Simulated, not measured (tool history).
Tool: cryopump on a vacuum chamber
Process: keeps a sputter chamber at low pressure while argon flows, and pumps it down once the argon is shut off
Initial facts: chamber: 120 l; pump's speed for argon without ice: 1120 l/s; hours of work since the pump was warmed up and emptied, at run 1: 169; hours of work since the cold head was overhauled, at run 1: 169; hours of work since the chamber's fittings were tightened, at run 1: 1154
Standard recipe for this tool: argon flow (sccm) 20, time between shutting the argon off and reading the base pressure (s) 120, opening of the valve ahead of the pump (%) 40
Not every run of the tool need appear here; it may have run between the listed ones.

| run | hour | argon flow (sccm) | time between shutting the argon off and reading the base pressure (s) | opening of the valve ahead of the pump (%) | hours of work since the pump was warmed up and emptied | hours of work since the cold head was overhauled | hours of work since the chamber's fittings were tightened | pressure while argon flows (Pa) | pressure after the wait (uPa) |
|---|---|---|---|---|---|---|---|---|---|
| 1 | 0.0 | 20 | 120 | 40 | 169 | 169 | 1154 | 0.0769 | 1.17 |
| 2 | 12.7 | 20 | 120 | 40 | 179 | 179 | 1164 | 0.0775 | 1.25 |
| 3 | 20.6 | 20 | 120 | 40 | 185 | 185 | 1170 | 0.0786 | 1.20 |
| 4 | 31.2 | 20 | 120 | 40 | 194 | 194 | 1179 | 0.0783 | 1.20 |
| 5 | 46.7 | 29 | 120 | 40 | 207 | 207 | 1192 | 0.1126 | 1.20 |
| 6 | 55.3 | 29 | 120 | 40 | 214 | 214 | 1199 | 0.1141 | 1.19 |
| 7 | 64.0 | 29 | 120 | 40 | 221 | 221 | 1206 | 0.1125 | 1.23 |
| 8 | 74.2 | 29 | 120 | 40 | 229 | 229 | 1214 | 0.1139 | 1.22 |
| 9 | 88.8 | 29 | 120 | 40 | 241 | 241 | 1226 | 0.1144 | 1.23 |
| 10 | 97.0 | 29 | 120 | 47 | 248 | 248 | 1233 | 0.0985 | 1.26 |
| 11 | 103.4 | 29 | 120 | 47 | 253 | 253 | 1238 | 0.0994 | 1.24 |
| 12 | 110.4 | 29 | 120 | 47 | 258 | 258 | 1243 | 0.0969 | 1.21 |
| 13 | 124.5 | 20 | 120 | 45 | 270 | 270 | 1255 | 0.0714 | 1.26 |
| 14 | 136.6 | 20 | 45 | 45 | 280 | 280 | 1265 | 0.0708 | 2.16 |
| 15 | 152.0 | 20 | 133 | 45 | 292 | 292 | 1277 | 0.0703 | 1.21 |
| 16 | 160.6 | 20 | 120 | 40 | 299 | 299 | 1284 | 0.0803 | 1.23 |
| 17 | 175.2 | 20 | 120 | 40 | 311 | 311 | 1296 | 0.0804 | 1.27 |
| 18 | 189.3 | 28 | 49 | 19 | 323 | 323 | 1308 | 0.2270 | 2.11 |
| 19 | 200.6 | 28 | 49 | 19 | 332 | 332 | 1317 | 0.2304 | 2.08 |
| 20 | 214.0 | 28 | 49 | 19 | 343 | 343 | 1328 | 0.2301 | 2.05 |
| 21 | 227.8 | 21 | 74 | 40 | 354 | 354 | 1339 | 0.0844 | 1.65 |
| 22 | 239.3 | 21 | 74 | 40 | 363 | 363 | 1348 | 0.0846 | 1.66 |
| 23 | 249.6 | 11 | 120 | 25 | 372 | 372 | 1357 | 0.0696 | 1.33 |
| 24 | 256.0 | 11 | 120 | 25 | 377 | 377 | 1362 | 0.0702 | 1.30 |
| 25 | 271.5 | 13 | 279 | 24 | 390 | 390 | 1375 | 0.0847 | 1.00 |

For run 26, what comes out?
| 26 | 283.4 | 26 | 279 | 60 | 399 | 399 | 1384 | ? | ? |

For run 26 the tool returned pressure while argon flows (Pa) 0.0725, pressure after the wait (uPa) 0.97.
With no hidden state in the tool, this same run would have given pressure while argon flows (Pa) 0.0656, pressure after the wait (uPa) 0.50.

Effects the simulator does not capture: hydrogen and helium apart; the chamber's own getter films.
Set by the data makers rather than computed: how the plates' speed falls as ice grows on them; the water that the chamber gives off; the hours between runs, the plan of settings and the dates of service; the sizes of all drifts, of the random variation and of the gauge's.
